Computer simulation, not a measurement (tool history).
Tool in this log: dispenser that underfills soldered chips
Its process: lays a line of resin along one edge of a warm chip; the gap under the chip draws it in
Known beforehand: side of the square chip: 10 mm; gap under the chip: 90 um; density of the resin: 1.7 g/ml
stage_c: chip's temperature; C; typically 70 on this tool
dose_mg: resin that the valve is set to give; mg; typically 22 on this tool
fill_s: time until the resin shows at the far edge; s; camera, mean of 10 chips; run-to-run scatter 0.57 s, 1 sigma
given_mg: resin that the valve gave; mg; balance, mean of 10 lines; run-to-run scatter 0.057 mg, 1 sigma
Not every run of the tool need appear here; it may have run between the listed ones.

{"run": 1, "hour": 0.0, "stage_c": 70, "dose_mg": 22, "fill_s": 49.2, "given_mg": 21.84}
{"run": 2, "hour": 4.0, "stage_c": 70, "dose_mg": 22, "fill_s": 55, "given_mg": 21.79}
{"run": 3, "hour": 9.3, "stage_c": 70, "dose_mg": 27.3, "fill_s": 61.1, "given_mg": 26.95}
{"hour": 10.2, "done": "new syringe of resin"}
{"run": 4, "hour": 17.8, "stage_c": 70, "dose_mg": 27.3, "fill_s": 53.6, "given_mg": 26.83}
{"hour": 24.3, "done": "new syringe of resin"}
{"run": 5, "hour": 25.8, "stage_c": 70, "dose_mg": 27.3, "fill_s": 44.9, "given_mg": 26.73}
{"run": 6, "hour": 31.0, "stage_c": 70, "dose_mg": 22, "fill_s": 52.4, "given_mg": 21.61}
{"run": 7, "hour": 35.3, "stage_c": 70, "dose_mg": 21.7, "fill_s": 59, "given_mg": 21.12}
{"hour": 38.4, "done": "new syringe of resin"}
{"run": 8, "hour": 39.8, "stage_c": 70, "dose_mg": 22, "fill_s": 46.2, "given_mg": 21.44}
{"hour": 46.6, "done": "dispensing valve cleaned and set on the balance"}
{"run": 9, "hour": 48.9, "stage_c": 70, "dose_mg": 20.9, "fill_s": 56.8, "given_mg": 20.81}
{"hour": 53.8, "done": "new syringe of resin"}
{"run": 10, "hour": 57.0, "stage_c": 70, "dose_mg": 20.9, "fill_s": 49.7, "given_mg": 20.8}
{"run": 11, "hour": 62.8, "stage_c": 70, "dose_mg": 20.9, "fill_s": 56.8, "given_mg": 20.66}
{"run": 12, "hour": 66.2, "stage_c": 69, "dose_mg": 25.7, "fill_s": 62.9, "given_mg": 25.35}
{"hour": 68.2, "done": "new syringe of resin"}
{"run": 13, "hour": 74.4, "stage_c": 73, "dose_mg": 27.8, "fill_s": 42, "given_mg": 27.48}
{"hour": 82.8, "done": "new syringe of resin"}
{"run": 14, "hour": 82.8, "stage_c": 78, "dose_mg": 26.9, "fill_s": 29.4, "given_mg": 26.48}
{"run": 15, "hour": 88.0, "stage_c": 61, "dose_mg": 24.7, "fill_s": 77.6, "given_mg": 24.28}
{"run": 16, "hour": 91.5, "stage_c": 77, "dose_mg": 20, "fill_s": 40.3, "given_mg": 19.57}
{"hour": 97.3, "done": "new syringe of resin"}
{"run": 17, "hour": 99.8, "stage_c": 77, "dose_mg": 20, "fill_s": 35.2, "given_mg": 19.41}
{"hour": 104.3, "done": "dispensing valve cleaned and set on the balance"}
{"run": 18, "hour": 108.2, "stage_c": 77, "dose_mg": 20, "fill_s": 41.2, "given_mg": 20.05}
{"run": 19, "hour": 112.0, "stage_c": 69, "dose_mg": 25.6, "fill_s": 63.3, "given_mg": 25.63}
{"hour": 112.8, "done": "new syringe of resin"}
{"run": 20, "hour": 118.8, "stage_c": 69, "dose_mg": 25.6, "fill_s": 52, "given_mg": 25.42}
{"run": 21, "hour": 122.2, "stage_c": 70, "dose_mg": 19.3, "fill_s": 58.7, "given_mg": 19.19}
{"hour": 127.3, "done": "new syringe of resin"}
{"run": 22, "hour": 129.4, "stage_c": 68, "dose_mg": 25.6, "fill_s": 51.1, "given_mg": 25.38}

Consider 4 possible next runs. They are alternatives, not a sequence: every one starts from the tool as it was left by run 22. What does each give?
{"run": "A", "hour": 136.6, "stage_c": 81, "dose_mg": 20.8, "fill_s": "?", "given_mg": "?"}
{"run": "B", "hour": 136.6, "stage_c": 72, "dose_mg": 21.4, "fill_s": "?", "given_mg": "?"}
{"run": "C", "hour": 136.6, "stage_c": 76, "dose_mg": 27.7, "fill_s": "?", "given_mg": "?"}
{"run": "D", "hour": 136.6, "stage_c": 70, "dose_mg": 22, "fill_s": "?", "given_mg": "?"}

run=A fill_s=33.5 given_mg=20.45
run=B fill_s=51.1 given_mg=21.22
run=C fill_s=41.6 given_mg=27.24
run=D fill_s=56.3 given_mg=21.78
Take away the tool's hidden state, keep each run's random variation, and the runs would have read:
run=A fill_s=28.3 given_mg=20.72
run=B fill_s=43.5 given_mg=21.5
run=C fill_s=35.5 given_mg=27.6
run=D fill_s=48 given_mg=22.06

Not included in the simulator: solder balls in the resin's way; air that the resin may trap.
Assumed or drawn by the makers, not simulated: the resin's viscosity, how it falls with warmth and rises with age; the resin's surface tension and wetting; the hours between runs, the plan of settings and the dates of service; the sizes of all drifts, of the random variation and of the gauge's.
